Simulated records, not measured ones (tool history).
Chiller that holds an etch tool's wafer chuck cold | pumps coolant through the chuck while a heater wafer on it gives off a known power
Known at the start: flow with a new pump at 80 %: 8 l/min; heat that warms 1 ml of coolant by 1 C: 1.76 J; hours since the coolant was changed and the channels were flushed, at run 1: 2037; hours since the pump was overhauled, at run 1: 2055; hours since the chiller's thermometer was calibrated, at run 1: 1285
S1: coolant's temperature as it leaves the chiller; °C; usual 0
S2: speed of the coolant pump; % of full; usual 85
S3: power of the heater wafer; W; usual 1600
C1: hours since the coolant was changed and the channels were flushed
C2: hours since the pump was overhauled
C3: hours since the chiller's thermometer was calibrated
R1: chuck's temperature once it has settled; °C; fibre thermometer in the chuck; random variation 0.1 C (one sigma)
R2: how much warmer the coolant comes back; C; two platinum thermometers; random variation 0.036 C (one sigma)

Run 1, hour 0.0: usual settings; C1 2037; C2 2055; C3 1285. Result: R1 14.1 °C, R2 6.76 C.
Run 2, hour 42.0: usual settings; C1 2079; C2 2097; C3 1327. Result: R1 14.1 °C, R2 6.72 C.
Run 3, hour 70.6: usual settings; C1 2107; C2 2126; C3 1356. Result: R1 14.1 °C, R2 6.68 C.
Run 4, hour 111.4: usual settings; C1 2148; C2 2167; C3 1397. Result: R1 14.2 °C, R2 6.72 C.
Run 5, hour 135.6: usual settings but S3 975 W; C1 2172; C2 2191; C3 1421. Result: R1 8.8 °C, R2 4.08 C.
Run 6, hour 168.5: usual settings but S3 975 W; C1 2205; C2 2224; C3 1454. Result: R1 8.7 °C, R2 4.09 C.
Run 7, hour 202.5: usual settings but S3 1711 W; C1 2239; C2 2258; C3 1488. Result: R1 15.0 °C, R2 7.17 C.
Run 8, hour 240.4: usual settings but S1 -1 °C, S3 1711 W; C1 2277; C2 2296; C3 1526. Result: R1 14.3 °C, R2 7.20 C.
Run 9, hour 285.5: usual settings but S1 -1 °C, S3 1711 W; C1 2322; C2 2341; C3 1571. Result: R1 14.1 °C, R2 7.19 C.
Run 10, hour 313.1: usual settings but S1 -1 °C, S2 92 % of full, S3 1711 W; C1 2350; C2 2369; C3 1598. Result: R1 13.5 °C, R2 6.66 C.
At hour 317.4: chiller's thermometer calibrated.
Run 11, hour 365.3: usual settings but S1 -6 °C, S2 99 % of full, S3 1711 W; C1 2401; C2 2420; C3 48. Result: R1 7.6 °C, R2 6.08 C.
Run 12, hour 415.4: usual settings but S1 -2 °C; C1 2451; C2 2470; C3 98. Result: R1 12.8 °C, R2 6.77 C.
Run 13, hour 441.1: usual settings but S3 918 W; C1 2477; C2 2496; C3 124. Result: R1 8.6 °C, R2 3.89 C.
Run 14, hour 474.3: usual settings but S2 68 % of full, S3 2031 W; C1 2510; C2 2529; C3 157. Result: R1 22.0 °C, R2 10.98 C.
Run 15, hour 516.3: usual settings but S1 -2 °C, S2 91 % of full, S3 866 W; C1 2552; C2 2571; C3 199. Result: R1 5.6 °C, R2 3.38 C.
Run 16, hour 560.9: usual settings but S1 -2 °C, S2 91 % of full, S3 866 W; C1 2597; C2 2615; C3 244. Result: R1 5.8 °C, R2 3.45 C.
Run 17, hour 600.8: usual settings but S1 -4 °C, S2 91 % of full, S3 2136 W; C1 2637; C2 2655; C3 283. Result: R1 14.3 °C, R2 8.38 C.
At hour 616.3: chiller's thermometer calibrated, once more.
Run 18, hour 640.4: usual settings but S1 1 °C, S2 67 % of full; C1 2675; C2 2694; C3 24. Result: R1 18.3 °C, R2 8.81 C.

3 ways to go on from here, each from the tool as it stands after run 18. What would each give?
Run A, hour 670.9: usual settings but S1 -2 °C; C1 2706; C2 2724; C3 55. Result: R1 ?, R2 ?.
Run B, hour 670.9: usual settings but S1 1 °C, S2 67 % of full, S3 887 W; C1 2706; C2 2724; C3 55. Result: R1 ?, R2 ?.
Run C, hour 670.9: usual settings but S1 -8 °C, S2 68 % of full, S3 2347 W; C1 2706; C2 2724; C3 55. Result: R1 ?, R2 ?.

run    R1     R2
  A  12.2   6.81
  B  10.8   4.91
  C  17.3  12.74
Without the tool's hidden state the same runs would have given:
run    R1     R2
  A  10.8   6.39
  B   9.9   4.60
  C  14.8  11.94
